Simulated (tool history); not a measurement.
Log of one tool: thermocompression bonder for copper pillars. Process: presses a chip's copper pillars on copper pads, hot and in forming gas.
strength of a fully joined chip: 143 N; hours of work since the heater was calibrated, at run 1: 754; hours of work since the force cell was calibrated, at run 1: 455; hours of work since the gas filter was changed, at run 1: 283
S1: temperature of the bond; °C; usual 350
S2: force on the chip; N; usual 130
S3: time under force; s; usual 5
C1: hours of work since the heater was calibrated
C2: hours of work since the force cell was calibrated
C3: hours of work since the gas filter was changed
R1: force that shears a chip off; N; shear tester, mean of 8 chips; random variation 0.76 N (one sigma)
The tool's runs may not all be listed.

run,hour,S1,S2,S3,C1,C2,C3,R1
1,0,350,130,5,754,455,283,72.5
2,30.4,350,130,5,768,469,297,72.9
3,76.1,350,121,5,789,490,318,68
# hour 89.5: forming gas filter changed
4,126.5,325,130,5,812,513,17,65.9
5,158.3,350,186,5,827,528,32,103.2
6,184.6,350,186,4,839,540,44,96.6
7,229.4,344,186,4,860,561,65,93.5
8,258.2,344,186,4,873,574,78,93.9
# hour 307.6: heater calibrated with a thermocouple chip
9,308.5,344,186,4,0,597,100,95.6
10,336.8,344,130,5,13,610,113,76.2
11,370.8,344,130,5,29,625,129,77.7
12,401.1,344,130,5,43,639,143,76.1
13,427.9,344,130,5,56,652,155,76.6
14,461.8,344,130,5,71,667,171,77.6
15,508.1,350,111,5,93,689,193,69.3
16,546.2,350,111,5,110,707,210,66.3
17,581.1,350,111,5,126,723,226,66.2
18,609.3,350,130,5,139,736,239,76.8
19,648.6,350,130,5,158,754,257,78.3
20,689.9,350,130,5,177,773,277,75.6
21,738.2,342,113,5,199,795,299,63.6
22,791.3,351,86,4,224,820,323,46.1
# hour 795.2: forming gas filter changed
23,819.2,355,118,9,236,832,11,93.4
24,865.4,371,130,5,258,854,32,90.8
25,888,346,130,5,268,864,43,80.5
26,917.2,346,110,9,282,878,56,82.3
27,948.9,358,169,5,296,892,71,101.4
28,988,363,153,12,314,910,89,117.4
29,1016.7,370,113,5,328,924,102,79.6
30,1054.8,363,129,10,345,941,120,102.5
31,1095.2,363,129,9,364,960,139,98.7
32,1122,363,129,9,376,972,151,98.9
33,1155.8,352,132,7,392,988,167,89.5
34,1196.6,360,144,6,411,1007,186,94.2
35,1230.6,345,130,11,426,1023,201,95.8
36,1272.5,345,130,11,446,1042,221,95.2
37,1300.1,367,189,6,458,1055,233,111
38,1325,350,130,9,470,1066,245,91.5
39,1362.1,323,130,7,487,1083,262,70.3
40,1402.3,349,104,7,506,1102,281,69.7

How the hidden state differs across the entries between the runs, from the last listed run before each to the first after it:
Between runs 3 and 4: forming gas filter changed (hour 89.5)
  true temperature of the bond over the reading, C: -5.2 -> -5.4; oxide that the forming gas leaves, % of the face: 9.9 -> 1.05
  measured less the result without the state, R1: -8.8 -> -2.3 N
Between runs 8 and 9: heater calibrated with a thermocouple chip (hour 307.6)
  true temperature of the bond over the reading, C: -5.7 -> 0; oxide that the forming gas leaves, % of the face: 2.72 -> 3.28
  measured less the result without the state, R1: -4.2 -> -1.9 N
Between runs 22 and 23: forming gas filter changed (hour 795.2)
  true temperature of the bond over the reading, C: -1.1 -> -1.2; oxide that the forming gas leaves, % of the face: 9.25 -> 0.98
  measured less the result without the state, R1: -4 -> +0.2 N
